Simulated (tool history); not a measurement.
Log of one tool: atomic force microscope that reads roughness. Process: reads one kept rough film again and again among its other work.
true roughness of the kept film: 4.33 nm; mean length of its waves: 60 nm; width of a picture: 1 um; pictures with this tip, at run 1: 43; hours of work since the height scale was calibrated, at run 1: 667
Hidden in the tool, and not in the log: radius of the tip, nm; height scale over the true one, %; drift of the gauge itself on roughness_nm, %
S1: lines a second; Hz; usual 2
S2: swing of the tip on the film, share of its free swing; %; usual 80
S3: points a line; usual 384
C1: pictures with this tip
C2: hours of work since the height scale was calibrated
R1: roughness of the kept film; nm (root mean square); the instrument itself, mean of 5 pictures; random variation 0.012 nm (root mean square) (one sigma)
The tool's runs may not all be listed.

run   hour    S1  S2   S3   C1    C2     R1
  1      0     2  80  384   43   667  3.722
  2   13.5     2  80  384   78   678  3.671
  3     29     2  80  384  118   690   3.65
  4   38.8     2  80  384  144   697  3.615
  5   56.2     2  77  384  189   711   3.65
      72.9  -- new tip fitted
  6     75     2  72  384    5   725  3.907
  7   88.7     2  80  553   41   736  3.702
  8  110.1     2  80  553   96   753  3.649
  9  121.7     2  76  553  126   762  3.745
 10    134     2  76  553  158   771  3.685
 11  153.4     2  80  384  209   786  3.562
     163.2  -- new tip fitted
 12  172.9     2  80  384   25   801  3.731
 13  185.3   3.8  80  384   57   811  3.349
 14  198.5     2  80  964   91   821  3.684
 15  209.5     2  80  964  120   830  3.661
 16  219.1     2  80  384  144   837  3.631
 17  235.2     2  82  384  186   850  3.542
     253.9  -- new tip fitted
 18  254.8  0.84  80  384    3   865  4.018
 19    276  0.84  80  384   58   881  3.973
 20    295  0.84  80  384  107   896  3.913
 21  308.6  0.84  80  384  142   907   3.89
 22  323.3  0.84  80  257  180   918  3.849
 23  341.6  0.84  80  257  228   933  3.803
     343.9  -- new tip fitted
 24  351.1  0.84  57  379   19   940  4.196
 25  366.8     2  81  266   60   952  3.669
 26  375.7  1.71  87  417   83   959  3.593
 27  387.3  1.71  77  648  113   968  3.779
 28  403.2  3.71  80  651  154   980  3.282
 29  412.3  2.32  81  662  178   987  3.524
 30  428.1  0.54  81  403  219  1000  3.912
     432.9  -- new tip fitted
 31  442.1  2.42  68  381   24  1010  3.901
 32  457.8  2.95  88  341   64  1022   3.25
 33  476.2  2.95  88  341  112  1037  3.196

The next listed run, before its measurement:
 34  487.1  2.95  88  341  140  1045   ?

Run 34 gave R1 3.18 nm (root mean square).
Without the tool's hidden state the same run would have given R1 3.248 nm (root mean square).
